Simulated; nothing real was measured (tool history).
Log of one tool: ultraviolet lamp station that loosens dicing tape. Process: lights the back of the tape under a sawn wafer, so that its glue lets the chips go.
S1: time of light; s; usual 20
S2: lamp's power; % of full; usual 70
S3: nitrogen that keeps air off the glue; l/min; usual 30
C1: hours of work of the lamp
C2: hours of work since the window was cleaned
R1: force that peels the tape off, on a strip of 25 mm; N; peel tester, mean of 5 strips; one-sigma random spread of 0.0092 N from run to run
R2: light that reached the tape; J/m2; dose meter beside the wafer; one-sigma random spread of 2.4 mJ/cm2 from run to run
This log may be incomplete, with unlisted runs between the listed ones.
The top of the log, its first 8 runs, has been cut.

| run | day | S1 | S2 | S3 | C1 | C2 | R1 | R2 |
|---|---|---|---|---|---|---|---|---|
|  | 6.700 | window cleaned of glue's vapour |
| 9 | 7.354 | 20 | 70 | 43 | 288 | 11 | 0.360 | 2280 |
| 10 | 8.200 | 20 | 70 | 43 | 302 | 26 | 0.345 | 2300 |
| 11 | 8.912 | 20 | 70 | 14 | 315 | 39 | 0.874 | 2320 |
| 12 | 9.696 | 20 | 70 | 14 | 329 | 53 | 0.876 | 2260 |
| 13 | 10.608 | 20 | 70 | 14 | 345 | 69 | 0.906 | 2280 |
| 14 | 11.821 | 20 | 70 | 30 | 366 | 90 | 0.474 | 2230 |
| 15 | 12.942 | 20 | 70 | 30 | 385 | 109 | 0.486 | 2210 |
| 16 | 13.921 | 20 | 70 | 30 | 403 | 127 | 0.498 | 2150 |
| 17 | 14.833 | 17 | 70 | 30 | 419 | 143 | 0.663 | 1880 |
| 18 | 15.867 | 17 | 70 | 30 | 437 | 161 | 0.683 | 1860 |
| 19 | 16.621 | 20 | 70 | 30 | 450 | 174 | 0.509 | 2160 |
| 20 | 17.675 | 20 | 70 | 30 | 468 | 192 | 0.494 | 2080 |
| 21 | 18.538 | 20 | 70 | 30 | 484 | 208 | 0.513 | 2080 |

Predict the results of run 22:
| 22 | 19.538 | 20 | 70 | 30 | 501 | 225 | ? | ? |

Run 22 yielded R1 0.546 N, R2 2090 J/m2.
Had the tool carried no hidden state, the very same run would have given R1 0.404 N, R2 2450 J/m2.

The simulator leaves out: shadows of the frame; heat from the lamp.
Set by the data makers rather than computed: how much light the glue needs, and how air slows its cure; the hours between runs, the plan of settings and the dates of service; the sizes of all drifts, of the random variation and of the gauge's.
